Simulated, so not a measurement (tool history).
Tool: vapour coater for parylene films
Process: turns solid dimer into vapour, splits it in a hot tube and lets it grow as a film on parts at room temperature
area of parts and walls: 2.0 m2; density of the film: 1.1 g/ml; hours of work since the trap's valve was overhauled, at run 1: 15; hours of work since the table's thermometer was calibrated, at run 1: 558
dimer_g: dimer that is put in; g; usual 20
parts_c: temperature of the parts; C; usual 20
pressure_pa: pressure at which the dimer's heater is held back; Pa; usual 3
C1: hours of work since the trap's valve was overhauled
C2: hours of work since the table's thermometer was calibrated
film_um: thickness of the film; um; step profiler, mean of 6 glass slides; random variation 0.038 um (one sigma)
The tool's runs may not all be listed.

run 1 hour=0 | dimer_g=20 parts_c=20 pressure_pa=3 | C1=15 C2=558 | film_um=6.4
run 2 hour=15.7 | dimer_g=23 parts_c=20 pressure_pa=3 | C1=23 C2=567 | film_um=7.25
run 3 hour=29.4 | dimer_g=23 parts_c=20 pressure_pa=3 | C1=30 C2=574 | film_um=7.28
run 4 hour=54.5 | dimer_g=23 parts_c=29 pressure_pa=3 | C1=43 C2=586 | film_um=5.4
run 5 hour=78.6 | dimer_g=23 parts_c=29 pressure_pa=3 | C1=55 C2=599 | film_um=5.39
run 6 hour=102.8 | dimer_g=20 parts_c=20 pressure_pa=3 | C1=68 C2=611 | film_um=6.15
run 7 hour=120.5 | dimer_g=20 parts_c=20 pressure_pa=3 | C1=77 C2=620 | film_um=6.19
run 8 hour=136.7 | dimer_g=20 parts_c=20 pressure_pa=11.61 | C1=85 C2=629 | film_um=5.12
run 9 hour=159.1 | dimer_g=20 parts_c=20 pressure_pa=11.61 | C1=96 C2=640 | film_um=5.06
run 10 hour=175.1 | dimer_g=20 parts_c=20 pressure_pa=11.61 | C1=105 C2=648 | film_um=5.1
run 11 hour=201.1 | dimer_g=20 parts_c=20 pressure_pa=3 | C1=118 C2=662 | film_um=6.02
run 12 hour=218.1 | dimer_g=20 parts_c=20 pressure_pa=3 | C1=127 C2=670 | film_um=6.04
run 13 hour=234.6 | dimer_g=20 parts_c=28 pressure_pa=3 | C1=135 C2=679 | film_um=4.68
run 14 hour=255.1 | dimer_g=20 parts_c=28 pressure_pa=9.17 | C1=146 C2=689 | film_um=3.98
run 15 hour=274 | dimer_g=20 parts_c=28 pressure_pa=9.17 | C1=155 C2=699 | film_um=3.93
run 16 hour=300.1 | dimer_g=20 parts_c=28 pressure_pa=9.17 | C1=169 C2=712 | film_um=3.89
run 17 hour=324 | dimer_g=20 parts_c=28 pressure_pa=9.17 | C1=181 C2=725 | film_um=3.96
run 18 hour=345.4 | dimer_g=20 parts_c=28 pressure_pa=9.17 | C1=192 C2=736 | film_um=3.91
run 19 hour=368.4 | dimer_g=20 parts_c=28 pressure_pa=9.17 | C1=204 C2=747 | film_um=3.9
-- hour=374.8 trap's valve overhauled
run 20 hour=400 | dimer_g=20 parts_c=26 pressure_pa=3 | C1=13 C2=761 | film_um=4.54
run 21 hour=419.1 | dimer_g=8 parts_c=14 pressure_pa=3.75 | C1=23 C2=771 | film_um=2.57
run 22 hour=447 | dimer_g=8 parts_c=14 pressure_pa=3.75 | C1=37 C2=786 | film_um=2.55
run 23 hour=469 | dimer_g=12 parts_c=14 pressure_pa=3.75 | C1=48 C2=797 | film_um=3.78
-- hour=478.8 trap's valve overhauled, once more
run 24 hour=495.9 | dimer_g=12 parts_c=14 pressure_pa=3.75 | C1=9 C2=809 | film_um=4.48
run 25 hour=507.7 | dimer_g=33 parts_c=20 pressure_pa=3 | C1=15 C2=815 | film_um=10.51
run 26 hour=523.5 | dimer_g=33 parts_c=20 pressure_pa=3 | C1=23 C2=823 | film_um=10.38
run 27 hour=535.4 | dimer_g=22 parts_c=25 pressure_pa=8.39 | C1=29 C2=829 | film_um=5.11
run 28 hour=557.4 | dimer_g=22 parts_c=25 pressure_pa=8.39 | C1=40 C2=840 | film_um=5.06
run 29 hour=583 | dimer_g=22 parts_c=25 pressure_pa=2.26 | C1=53 C2=853 | film_um=6.09
run 30 hour=610.3 | dimer_g=24 parts_c=23 pressure_pa=3 | C1=67 C2=867 | film_um=6.69
run 31 hour=627.8 | dimer_g=11 parts_c=13 pressure_pa=2.89 | C1=76 C2=876 | film_um=4.36
run 32 hour=641.6 | dimer_g=17 parts_c=29 pressure_pa=4.44 | C1=83 C2=883 | film_um=3.73
run 33 hour=665.7 | dimer_g=20 parts_c=22 pressure_pa=3 | C1=96 C2=896 | film_um=5.75
run 34 hour=685.6 | dimer_g=23 parts_c=24 pressure_pa=4.21 | C1=106 C2=906 | film_um=5.89
run 35 hour=697 | dimer_g=8 parts_c=24 pressure_pa=4.21 | C1=112 C2=912 | film_um=2.05
run 36 hour=712.9 | dimer_g=8 parts_c=24 pressure_pa=4.21 | C1=120 C2=920 | film_um=2.02
run 37 hour=726.9 | dimer_g=8 parts_c=24 pressure_pa=4.21 | C1=127 C2=927 | film_um=2.04
run 38 hour=744.5 | dimer_g=12 parts_c=17 pressure_pa=5.86 | C1=136 C2=936 | film_um=3.63
run 39 hour=763.2 | dimer_g=20 parts_c=20 pressure_pa=3.36 | C1=146 C2=946 | film_um=5.89
run 40 hour=779.3 | dimer_g=35 parts_c=20 pressure_pa=3 | C1=154 C2=954 | film_um=10.53

Hidden state or all else? Some run-to-run changes of film_um, split into what the settings, what came in and random variation would give without the hidden state, and what is left for the hidden state (with any gauge scatter that isn't in both results):
The hidden state here: vapour lost through the trap's worn valve, %; true temperature of the parts over the reading, C; drift of the gauge itself on film_um, %.
Run 19 -> 20: parts_c 28 -> 26, pressure_pa 9.17 -> 3, trap's valve overhauled. film_um +0.64 um: hidden state -0.36, all else +1.
Run 23 -> 24: trap's valve overhauled, once more. film_um +0.7 um: hidden state +0.67, all else +0.03.
Run 24 -> 25: dimer_g 12 -> 33, parts_c 14 -> 20, pressure_pa 3.75 -> 3. film_um +6.03 um: hidden state -0.08, all else +6.11.
Run 26 -> 27: dimer_g 33 -> 22, parts_c 20 -> 25, pressure_pa 3 -> 8.39. film_um -5.27 um: hidden state +0.07, all else -5.34.
Run 39 -> 40: dimer_g 20 -> 35, pressure_pa 3.36 -> 3. film_um +4.64 um: hidden state -0.36, all else +5.
